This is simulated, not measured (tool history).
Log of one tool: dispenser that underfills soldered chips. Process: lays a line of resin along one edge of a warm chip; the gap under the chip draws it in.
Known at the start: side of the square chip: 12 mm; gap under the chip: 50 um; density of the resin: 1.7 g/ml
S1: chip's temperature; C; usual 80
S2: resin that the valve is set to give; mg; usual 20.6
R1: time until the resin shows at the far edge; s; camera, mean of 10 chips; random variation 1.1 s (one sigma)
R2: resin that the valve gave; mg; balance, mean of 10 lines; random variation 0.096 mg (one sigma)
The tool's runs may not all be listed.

run   hour  S1    S2     R1     R2
  1      0  80  20.6  133.7  20.34
       4.4  -- new syringe of resin
  2   10.3  80  20.6  141.2  20.12
      13.2  -- new syringe of resin
  3   20.1  80  20.6  145.4  20.01
      21.6  -- new syringe of resin
  4   26.4  80  20.6  138.9  20.05
        30  -- new syringe of resin
  5   34.9  80  20.6  135.6  19.77
      38.6  -- new syringe of resin
  6   42.6  80  20.6  133.5  19.68
      46.8  -- new syringe of resin
  7   49.7  70  20.6  197.6  19.56
      55.2  -- new syringe of resin
  8   59.6  70  20.6  206.4  19.35
      63.7  -- new syringe of resin
  9   65.9  70  19.8  191.1  18.54
      71.9  -- new syringe of resin
      74.3  -- dispensing valve cleaned and set on the balance
 10   74.5  70  19.8  189.2  19.86
 11   79.1  80  20.6  145.9  20.57
      81.2  -- new syringe of resin
 12   88.7  80  20.6  152.4  20.36
      89.5  -- new syringe of resin
      98.1  -- new syringe of resin
 13   98.8  80  20.6    115  20.29
     106.5  -- new syringe of resin
 14  107.7  80  20.6  122.8  20.19
 15  112.3  80  20.6  142.9  19.98
     114.9  -- new syringe of resin
 16  121.9  80  20.6  147.1  19.86
     123.2  -- new syringe of resin
 17  128.4  80  20.6  143.6  19.98
     131.6  -- new syringe of resin
 18    137  80  20.6  138.9  19.74
     140.1  -- new syringe of resin
 19  142.6  80    25  124.4  23.84
 20    148  80    25  152.5  23.67
     148.8  -- new syringe of resin
     157.5  -- new syringe of resin
 21  158.2  80  18.1  125.8  17.09
     166.3  -- new syringe of resin
     167.3  -- dispensing valve cleaned and set on the balance
 22  169.2  80  23.9    126   23.9
     176.2  -- new syringe of resin
 23  176.2  67    22  208.3  21.74
     184.4  -- new syringe of resin
 24  185.4  89  19.9   86.2  19.69
 25  191.6  94  17.6   88.4  17.24

Forecast run 26:
     192.9  -- new syringe of resin
 26   200  86  26.5   ?   ?

Run 26 gave R1 116.2 s, R2 25.7 mg.
Without the tool's hidden state the same run would have given R1 85.3 s, R2 26.34 mg.

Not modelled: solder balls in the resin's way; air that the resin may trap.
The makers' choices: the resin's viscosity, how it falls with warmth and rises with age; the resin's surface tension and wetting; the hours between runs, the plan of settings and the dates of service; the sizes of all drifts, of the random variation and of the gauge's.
